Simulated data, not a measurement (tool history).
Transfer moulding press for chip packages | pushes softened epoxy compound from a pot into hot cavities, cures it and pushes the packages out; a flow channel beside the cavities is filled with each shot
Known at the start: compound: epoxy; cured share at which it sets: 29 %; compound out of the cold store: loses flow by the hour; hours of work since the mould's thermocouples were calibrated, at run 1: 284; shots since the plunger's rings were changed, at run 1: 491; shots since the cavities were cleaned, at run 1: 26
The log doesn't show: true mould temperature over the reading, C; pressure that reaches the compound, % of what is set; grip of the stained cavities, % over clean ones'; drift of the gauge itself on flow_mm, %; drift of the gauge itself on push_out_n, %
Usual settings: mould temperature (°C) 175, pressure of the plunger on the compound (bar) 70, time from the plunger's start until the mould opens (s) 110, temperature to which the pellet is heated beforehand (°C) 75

run	hour	mould temperature (°C)	pressure of the plunger on the compound (bar)	time from the plunger's start until the mould opens (s)	temperature to which the pellet is heated beforehand (°C)	hours of work since the mould's thermocouples were calibrated	shots since the plunger's rings were changed	shots since the cavities were cleaned	incoming compound's hours out of the cold store	length that the compound runs in the flow channel (mm)	greatest force on the pins that push the packages out (N)
1	0	175	70	110	75	284	491	26	8.5	599	177
2	10.9	175	70	110	75	289	582	117	36.8	546	186
3	20.4	175	70	110	75	294	662	197	47.4	539	174
4	29	175	70	110	75	299	735	270	17.2	570	182
5	36.4	175	70	110	75	303	798	333	45	532	175
6	44.7	179	70	110	75	307	867	402	44	522	175
# hour 53.5: cavities cleaned with cleaning compound and waxed
7	54.6	179	70	110	75	312	938	9	14.4	571	171
8	66.6	175	64.3	110	75	318	1039	110	48	515	189
9	82.3	175	70	110	68	326	1171	242	9.4	585	186
10	90	175	70	110	75	330	1236	307	16.1	577	194
11	98.5	175	70	110	75	335	1308	379	39.7	544	183
12	108.2	175	70	110	75	340	1389	460	25.9	566	189
# hour 111.1: cavities cleaned with cleaning compound and waxed
13	125.8	175	70	110	75	348	1525	124	41.6	542	179
14	135.5	175	70	125	75	354	1607	206	14.5	582	166
15	144.8	175	70	125	75	359	1685	284	23	570	170
16	153.5	175	70	110	69	363	1758	357	17.3	575	174
17	163.4	169	69.7	146	75	368	1842	441	39.5	564	184
# hour 168.3: cavities cleaned with cleaning compound and waxed
18	177.8	171	69.7	146	75	375	1950	80	42.1	552	162
19	185	172	58.8	146	83	379	2011	141	47.8	492	163
20	198.2	183	58.8	120	83	386	2122	252	46.6	471	153
21	204.9	183	58.8	120	83	389	2178	308	18.1	504	155
22	218.9	176	66.1	145	75	397	2296	426	13.4	561	178
# hour 224.9: cavities cleaned with cleaning compound and waxed
23	236.1	176	66.1	111	75	405	2428	94	46.7	505	168
24	243.5	176	77	96	75	409	2490	156	25.2	592	205
25	257.6	176	85.3	96	75	416	2610	276	20.6	627	209
26	268.3	169	52.6	110	78	422	2699	365	31.2	492	243
# hour 282.4: cavities cleaned with cleaning compound and waxed
27	284.2	169	53.5	110	66	430	2820	14	48	480	252
28	297.5	183	84.9	110	75	437	2933	127	30.9	586	168
29	304.9	183	84.9	110	75	441	2995	189	19.1	604	164

4 ways to go on from here, each from the tool as it stands after run 29. What would each give?
A	318	175	61	133	80	448	3106	300	37.9	?	?
B	318	170	87.3	110	75	448	3106	300	43.6	?	?
C	318	183	83.6	140	66	448	3106	300	20.1	?	?
D	318	170	84.9	110	73	448	3106	300	15.5	?	?

run	length that the compound runs in the flow channel (mm)	greatest force on the pins that push the packages out (N)
A	513	164
B	615	236
C	599	163
D	658	251
Without the tool's hidden state the same runs would have given:
run	length that the compound runs in the flow channel (mm)	greatest force on the pins that push the packages out (N)
A	514	163
B	617	234
C	600	161
D	659	249

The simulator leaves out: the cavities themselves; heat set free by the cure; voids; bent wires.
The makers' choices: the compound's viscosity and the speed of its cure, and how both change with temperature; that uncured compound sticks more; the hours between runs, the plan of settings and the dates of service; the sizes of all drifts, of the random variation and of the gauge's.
